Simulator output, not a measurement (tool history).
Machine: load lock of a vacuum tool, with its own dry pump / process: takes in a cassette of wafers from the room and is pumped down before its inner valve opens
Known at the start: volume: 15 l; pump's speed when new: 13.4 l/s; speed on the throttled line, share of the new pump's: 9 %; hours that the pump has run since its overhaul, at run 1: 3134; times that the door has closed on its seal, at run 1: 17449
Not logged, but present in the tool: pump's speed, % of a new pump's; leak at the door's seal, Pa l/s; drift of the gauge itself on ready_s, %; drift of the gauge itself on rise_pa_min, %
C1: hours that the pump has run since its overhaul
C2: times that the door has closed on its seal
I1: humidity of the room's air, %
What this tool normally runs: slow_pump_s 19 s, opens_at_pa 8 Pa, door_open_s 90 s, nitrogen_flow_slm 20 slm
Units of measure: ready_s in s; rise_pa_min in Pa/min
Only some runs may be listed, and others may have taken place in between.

Run 1, hour 0: usual settings; C1 3134; C2 17449; I1 42.8. Result: ready_s 28.8 s, rise_pa_min 0.095 Pa/min.
Run 2, hour 74.4: usual settings; C1 3209; C2 17742; I1 46.7. Result: ready_s 28.4 s, rise_pa_min 0.095 Pa/min.
Run 3, hour 152.8: usual settings; C1 3287; C2 18050; I1 45.7. Result: ready_s 28.5 s, rise_pa_min 0.102 Pa/min.
Run 4, hour 235.9: usual settings but door_open_s 87 s; C1 3370; C2 18378; I1 45.5. Result: ready_s 28.2 s, rise_pa_min 0.105 Pa/min.
Run 5, hour 351.9: usual settings but door_open_s 87 s; C1 3486; C2 18835; I1 45.7. Result: ready_s 28.5 s, rise_pa_min 0.1 Pa/min.
Run 6, hour 451.6: usual settings but door_open_s 87 s; C1 3586; C2 19227; I1 44.8. Result: ready_s 28.1 s, rise_pa_min 0.1 Pa/min.
Run 7, hour 514.8: usual settings but door_open_s 87 s; C1 3649; C2 19476; I1 46. Result: ready_s 28 s, rise_pa_min 0.102 Pa/min.
Run 8, hour 574.5: usual settings but door_open_s 40 s; C1 3709; C2 19711; I1 45.2. Result: ready_s 28.4 s, rise_pa_min 0.099 Pa/min.
Run 9, hour 693.4: usual settings but door_open_s 40 s; C1 3828; C2 20180; I1 46.6. Result: ready_s 28.3 s, rise_pa_min 0.101 Pa/min.
Run 10, hour 747.4: usual settings but door_open_s 40 s; C1 3882; C2 20392; I1 45.5. Result: ready_s 28.5 s, rise_pa_min 0.099 Pa/min.
Run 11, hour 851.6: usual settings; C1 3986; C2 20803; I1 47.6. Result: ready_s 28.4 s, rise_pa_min 0.119 Pa/min.
Run 12, hour 943.2: usual settings; C1 4078; C2 21164; I1 43.7. Result: ready_s 28.1 s, rise_pa_min 0.115 Pa/min.
Run 13, hour 1009.2: usual settings; C1 4144; C2 21424; I1 47.5. Result: ready_s 28.7 s, rise_pa_min 0.122 Pa/min.
Run 14, hour 1071.2: usual settings but door_open_s 70 s; C1 4206; C2 21668; I1 42. Result: ready_s 28.3 s, rise_pa_min 0.115 Pa/min.
Run 15, hour 1159.6: usual settings but door_open_s 70 s; C1 4294; C2 22016; I1 42.3. Result: ready_s 28.7 s, rise_pa_min 0.112 Pa/min.
Run 16, hour 1230.5: usual settings; C1 4365; C2 22295; I1 47.2. Result: ready_s 28.4 s, rise_pa_min 0.124 Pa/min.
Run 17, hour 1329.7: usual settings; C1 4464; C2 22686; I1 46.1. Result: ready_s 28.4 s, rise_pa_min 0.127 Pa/min.
Run 18, hour 1436.9: usual settings; C1 4571; C2 23108; I1 44.2. Result: ready_s 28.4 s, rise_pa_min 0.129 Pa/min.
Run 19, hour 1529.4: usual settings; C1 4664; C2 23472; I1 46.5. Result: ready_s 28.8 s, rise_pa_min 0.131 Pa/min.
Run 20, hour 1582.7: usual settings; C1 4717; C2 23682; I1 44.4. Result: ready_s 28.4 s, rise_pa_min 0.126 Pa/min.
Run 21, hour 1692.5: usual settings but door_open_s 31 s; C1 4827; C2 24115; I1 43.4. Result: ready_s 28.5 s, rise_pa_min 0.121 Pa/min.
Run 22, hour 1752.7: usual settings but door_open_s 31 s; C1 4887; C2 24352; I1 47.3. Result: ready_s 28.3 s, rise_pa_min 0.121 Pa/min.
Run 23, hour 1865.9: usual settings but slow_pump_s 34 s, door_open_s 139 s, nitrogen_flow_slm 17 slm; C1 5000; C2 24798; I1 47.4. Result: ready_s 42 s, rise_pa_min 0.156 Pa/min.
Run 24, hour 1932.9: usual settings but slow_pump_s 34 s, door_open_s 139 s, nitrogen_flow_slm 17 slm; C1 5067; C2 25062; I1 44. Result: ready_s 41.8 s, rise_pa_min 0.153 Pa/min.
Run 25, hour 2040: usual settings but slow_pump_s 30 s, nitrogen_flow_slm 24 slm; C1 5174; C2 25484; I1 46. Result: ready_s 38.2 s, rise_pa_min 0.137 Pa/min.
Run 26, hour 2120.3: usual settings but opens_at_pa 11 Pa, door_open_s 211 s; C1 5255; C2 25800; I1 45.5. Result: ready_s 28.3 s, rise_pa_min 0.166 Pa/min.
Run 27, hour 2207.6: usual settings but slow_pump_s 24 s, opens_at_pa 10 Pa; C1 5342; C2 26144; I1 43.7. Result: ready_s 32.9 s, rise_pa_min 0.148 Pa/min.
Run 28, hour 2259.3: usual settings but nitrogen_flow_slm 29 slm; C1 5394; C2 26347; I1 49.7. Result: ready_s 28.1 s, rise_pa_min 0.14 Pa/min.
Run 29, hour 2357.5: usual settings but nitrogen_flow_slm 29 slm; C1 5492; C2 26734; I1 43.8. Result: ready_s 28.7 s, rise_pa_min 0.148 Pa/min.
Run 30, hour 2443.5: usual settings but door_open_s 67 s; C1 5578; C2 27073; I1 45.5. Result: ready_s 28.5 s, rise_pa_min 0.143 Pa/min.
Run 31, hour 2558: usual settings but slow_pump_s 15 s, opens_at_pa 7 Pa, door_open_s 49 s, nitrogen_flow_slm 12 slm; C1 5692; C2 27524; I1 42.9. Result: ready_s 24.9 s, rise_pa_min 0.154 Pa/min.
Run 32, hour 2620.1: usual settings but slow_pump_s 15 s, opens_at_pa 7 Pa, door_open_s 49 s, nitrogen_flow_slm 12 slm; C1 5754; C2 27768; I1 45. Result: ready_s 25.1 s, rise_pa_min 0.151 Pa/min.
Run 33, hour 2723.8: usual settings but slow_pump_s 15 s, opens_at_pa 7 Pa, door_open_s 49 s, nitrogen_flow_slm 12 slm; C1 5858; C2 28177; I1 42.8. Result: ready_s 25.7 s, rise_pa_min 0.154 Pa/min.
Run 34, hour 2837.4: usual settings but opens_at_pa 14 Pa, door_open_s 49 s, nitrogen_flow_slm 12 slm; C1 5972; C2 28624; I1 47.1. Result: ready_s 28 s, rise_pa_min 0.161 Pa/min.
Run 35, hour 2911.3: usual settings but opens_at_pa 14 Pa, door_open_s 49 s, nitrogen_flow_slm 12 slm; C1 6046; C2 28915; I1 43.3. Result: ready_s 28.2 s, rise_pa_min 0.158 Pa/min.
Run 36, hour 2978.6: usual settings but opens_at_pa 14 Pa, door_open_s 49 s, nitrogen_flow_slm 12 slm; C1 6113; C2 29180; I1 46.1. Result: ready_s 27.8 s, rise_pa_min 0.162 Pa/min.
Run 37, hour 3074.5: usual settings but door_open_s 151 s, nitrogen_flow_slm 34 slm; C1 6209; C2 29558; I1 46.3. Result: ready_s 28.8 s, rise_pa_min 0.17 Pa/min.

Each row is a separate what-if for the run after 37, all from the same tool condition, not one after another. Results?
Run A, hour 3139.7: usual settings but door_open_s 151 s, nitrogen_flow_slm 33 slm; C1 6274; C2 29815; I1 45.9. Result: ready_s ?, rise_pa_min ?.
Run B, hour 3139.7: usual settings but slow_pump_s 17 s, opens_at_pa 6 Pa, door_open_s 78 s, nitrogen_flow_slm 34 slm; C1 6274; C2 29815; I1 46.2. Result: ready_s ?, rise_pa_min ?.
Run C, hour 3139.7: usual settings but slow_pump_s 15 s, door_open_s 145 s, nitrogen_flow_slm 18 slm; C1 6274; C2 29815; I1 48.1. Result: ready_s ?, rise_pa_min ?.

run  ready_s  rise_pa_min
  A     28.2        0.167
  B     27.6        0.154
  C       25        0.187
Had the tool no hidden state, the same runs would have come out as:
run  ready_s  rise_pa_min
  A     27.3        0.034
  B     26.6        0.023
  C       24        0.054
